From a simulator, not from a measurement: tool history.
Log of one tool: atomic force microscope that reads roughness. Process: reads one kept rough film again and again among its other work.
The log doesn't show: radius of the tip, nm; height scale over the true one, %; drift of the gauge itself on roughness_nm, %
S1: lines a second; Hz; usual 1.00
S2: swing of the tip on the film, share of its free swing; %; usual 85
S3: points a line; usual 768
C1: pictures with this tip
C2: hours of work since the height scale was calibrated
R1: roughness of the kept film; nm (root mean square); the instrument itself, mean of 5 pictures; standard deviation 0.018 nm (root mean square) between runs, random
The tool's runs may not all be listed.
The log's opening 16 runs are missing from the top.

run	hour	S1	S2	S3	C1	C2	R1
17	169.2	1.00	85	768	30	257	4.254
18	182.7	1.00	67	659	48	265	4.457
19	189.1	3.76	85	768	57	269	3.214
20	203.8	1.00	59	510	77	278	4.350
21	216.5	0.57	76	927	94	286	4.204
# hour 220.7: new tip fitted
22	223.0	0.57	76	927	3	290	4.717
23	231.3	2.87	81	659	15	295	3.789
24	245.5	1.28	63	328	34	303	4.465
25	257.9	1.28	63	328	51	311	4.355
26	272.1	1.28	70	916	70	319	4.222
27	282.1	1.05	58	329	84	326	4.269
28	291.9	0.70	81	418	97	332	4.045
# hour 294.4: new tip fitted
29	301.8	1.37	83	768	10	337	4.262
30	310.8	1.37	87	768	22	343	4.109
31	320.8	1.37	70	768	36	349	4.381
32	328.1	1.37	70	768	45	353	4.358
33	341.8	1.00	85	656	64	362	4.042

Forecast each of these 5 alternatives for the next run:
A	348.6	3.03	85	768	73	366	?
B	348.6	1.00	85	768	73	366	?
C	348.6	1.07	58	656	73	366	?
D	348.6	1.74	61	1022	73	366	?
E	348.6	1.00	64	656	73	366	?

run	R1
A	3.293
B	3.983
C	4.331
D	4.264
E	4.304
The same runs, with their run-to-run variation unchanged, on a tool lacking any hidden condition would have given:
run	R1
A	3.704
B	4.480
C	4.871
D	4.796
E	4.841
